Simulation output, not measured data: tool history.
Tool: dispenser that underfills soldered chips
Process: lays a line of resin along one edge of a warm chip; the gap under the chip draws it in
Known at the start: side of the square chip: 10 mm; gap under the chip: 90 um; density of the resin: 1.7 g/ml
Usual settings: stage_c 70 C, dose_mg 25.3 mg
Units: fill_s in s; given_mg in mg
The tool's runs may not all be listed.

run   hour  stage_c  dose_mg  fill_s  given_mg
  1    0.0       70     25.3    36.7     25.30
  2    3.4       70     25.3    27.7     25.25
  3    5.7       59     25.3    54.2     25.22
  4    8.4       59     25.3    62.1     25.20
  5   12.9       59     23.4    49.1     23.28
  6   16.0       59     23.4    57.5     23.19
  7   20.7       70     31.1    26.5     30.81
  8   24.0       70     25.3    31.8     25.07
  9   26.7       70     25.3    35.4     25.05
 10   31.1       61     25.3    43.5     25.03
 11   34.1       61     25.3    51.3     24.95
 12   38.9       61     25.3    40.8     24.95
 13   42.4       77     25.3    22.0     24.87
 14   45.9       77     25.3    25.6     24.82
 15   48.6       70     25.3    27.1     24.84
 16   50.8       70     21.8    30.3     21.39
 17   53.4       70     25.3    32.5     24.79
 18   58.2       70     25.3    25.9     25.32
 19   62.8       67     25.3    36.6     25.27
 20   67.5       67     25.3    29.9     25.23
 21   70.8       79     26.1    19.6     26.06
 22   75.2       68     25.3    40.1     25.16
 23   78.3       79     26.5    17.1     26.36
 24   82.5       84     30.0    16.3     29.78
 25   84.9       77     30.0    24.9     29.79
 26   88.2       60     25.8    45.8     25.56
 27   92.4       63     28.3    48.0     27.97
 28   94.9       63     28.3    35.9     27.88
 29   99.1       83     24.2    16.6     23.90
 30  102.9       67     23.9    41.7     23.52
 31  106.3       69     23.9    28.5     23.53
 32  109.4       61     25.0    49.3     24.58
 33  111.9       61     25.0    53.8     24.59
 34  114.5       66     22.8    31.7     22.35
 35  119.4       73     30.8    28.0     30.20
 36  122.7       73     30.8    21.6     30.15
 37  127.1       73     30.8    25.4     30.73

Not shown: 16 entries that the log had between the listed runs. Between which runs, and how does the tool's hidden state differ before and after?
Between runs 1 and 2: new syringe of resin (hour 1.0)
  resin's viscosity, % of fresh resin's: 145.1 -> 111.6; dose that the valve gives, % of what is set: 99.79 -> 99.69; true chip temperature over the reading, C: 0.26 -> 0.27
  measured less the result without the state, fill_s: +11.0 -> +2.5 s; given_mg: -0.05 -> -0.08 mg
Between runs 4 and 5: new syringe of resin (hour 10.3)
  resin's viscosity, % of fresh resin's: 141.5 -> 111.9; dose that the valve gives, % of what is set: 99.51 -> 99.37; true chip temperature over the reading, C: 0.28 -> 0.29
  measured less the result without the state, fill_s: +17.6 -> +4.6 s; given_mg: -0.12 -> -0.14 mg
Between runs 6 and 7: new syringe of resin (hour 19.5)
  resin's viscosity, % of fresh resin's: 129.5 -> 106.6; dose that the valve gives, % of what is set: 99.27 -> 99.11; true chip temperature over the reading, C: 0.3 -> 0.31
  measured less the result without the state, fill_s: +12.5 -> +1.3 s; given_mg: -0.17 -> -0.28 mg
Between runs 9 and 10: new syringe of resin (hour 28.7)
  resin's viscosity, % of fresh resin's: 141.3 -> 111.5; dose that the valve gives, % of what is set: 98.91 -> 98.76; true chip temperature over the reading, C: 0.32 -> 0.33
  measured less the result without the state, fill_s: +9.9 -> +3.8 s; given_mg: -0.28 -> -0.31 mg
Between runs 11 and 12: new syringe of resin (hour 38.1)
  resin's viscosity, % of fresh resin's: 128.5 -> 103.6; dose that the valve gives, % of what is set: 98.65 -> 98.5; true chip temperature over the reading, C: 0.34 -> 0.35
  measured less the result without the state, fill_s: +10.7 -> +0.8 s; given_mg: -0.34 -> -0.38 mg
Between runs 14 and 15: new syringe of resin (hour 47.4)
  resin's viscosity, % of fresh resin's: 144.3 -> 107.2; dose that the valve gives, % of what is set: 98.27 -> 98.19; true chip temperature over the reading, C: 0.36 -> 0.37
  measured less the result without the state, fill_s: +7.6 -> +1.4 s; given_mg: -0.43 -> -0.46 mg
Between runs 17 and 18: dispensing valve cleaned and set on the balance (hour 57.2); new syringe of resin (hour 57.8)
  resin's viscosity, % of fresh resin's: 134.4 -> 101.9; dose that the valve gives, % of what is set: 98.01 -> 100.04; true chip temperature over the reading, C: 0.38 -> 0.39
  measured less the result without the state, fill_s: +8.1 -> +0.0 s; given_mg: -0.51 -> +0.01 mg
Between runs 19 and 20: new syringe of resin (hour 67.3)
  resin's viscosity, % of fresh resin's: 126.9 -> 102.1; dose that the valve gives, % of what is set: 99.88 -> 99.75; true chip temperature over the reading, C: 0.4 -> 0.41
  measured less the result without the state, fill_s: +7.1 -> +0.0 s; given_mg: -0.03 -> -0.06 mg
Between runs 22 and 23: new syringe of resin (hour 76.4)
  resin's viscosity, % of fresh resin's: 146.7 -> 106.8; dose that the valve gives, % of what is set: 99.49 -> 99.39; true chip temperature over the reading, C: 0.42 -> 0.43
  measured less the result without the state, fill_s: +12.2 -> +0.8 s; given_mg: -0.13 -> -0.16 mg
Between runs 25 and 26: new syringe of resin (hour 85.8)
  resin's viscosity, % of fresh resin's: 145.3 -> 112.7; dose that the valve gives, % of what is set: 99.17 -> 99.06; true chip temperature over the reading, C: 0.44 -> 0.45
  measured less the result without the state, fill_s: +7.5 -> +4.2 s; given_mg: -0.25 -> -0.24 mg
Between runs 27 and 28: new syringe of resin (hour 94.9)
  resin's viscosity, % of fresh resin's: 137.2 -> 100.4; dose that the valve gives, % of what is set: 98.92 -> 98.85
  measured less the result without the state, fill_s: +12.3 -> -0.7 s; given_mg: -0.31 -> -0.33 mg
Between runs 30 and 31: new syringe of resin (hour 104.0)
  resin's viscosity, % of fresh resin's: 145.9 -> 108.7; dose that the valve gives, % of what is set: 98.56 -> 98.46; true chip temperature over the reading, C: 0.48 -> 0.49
  measured less the result without the state, fill_s: +12.6 -> +1.6 s; given_mg: -0.35 -> -0.37 mg
Between runs 33 and 34: new syringe of resin (hour 113.3)
  resin's viscosity, % of fresh resin's: 141 -> 104.7; dose that the valve gives, % of what is set: 98.26 -> 98.19; true chip temperature over the reading, C: 0.5 -> 0.51
  measured less the result without the state, fill_s: +14.8 -> +0.7 s; given_mg: -0.44 -> -0.42 mg
Between runs 35 and 36: new syringe of resin (hour 122.4)
  resin's viscosity, % of fresh resin's: 132 -> 102.3; dose that the valve gives, % of what is set: 98.02 -> 97.91; true chip temperature over the reading, C: 0.52 -> 0.53
  measured less the result without the state, fill_s: +6.2 -> -0.1 s; given_mg: -0.61 -> -0.64 mg
Between runs 36 and 37: dispensing valve cleaned and set on the balance (hour 125.6)
  resin's viscosity, % of fresh resin's: 102.3 -> 119.7; dose that the valve gives, % of what is set: 97.91 -> 99.82
  measured less the result without the state, fill_s: -0.1 -> +3.6 s; given_mg: -0.64 -> -0.05 mg

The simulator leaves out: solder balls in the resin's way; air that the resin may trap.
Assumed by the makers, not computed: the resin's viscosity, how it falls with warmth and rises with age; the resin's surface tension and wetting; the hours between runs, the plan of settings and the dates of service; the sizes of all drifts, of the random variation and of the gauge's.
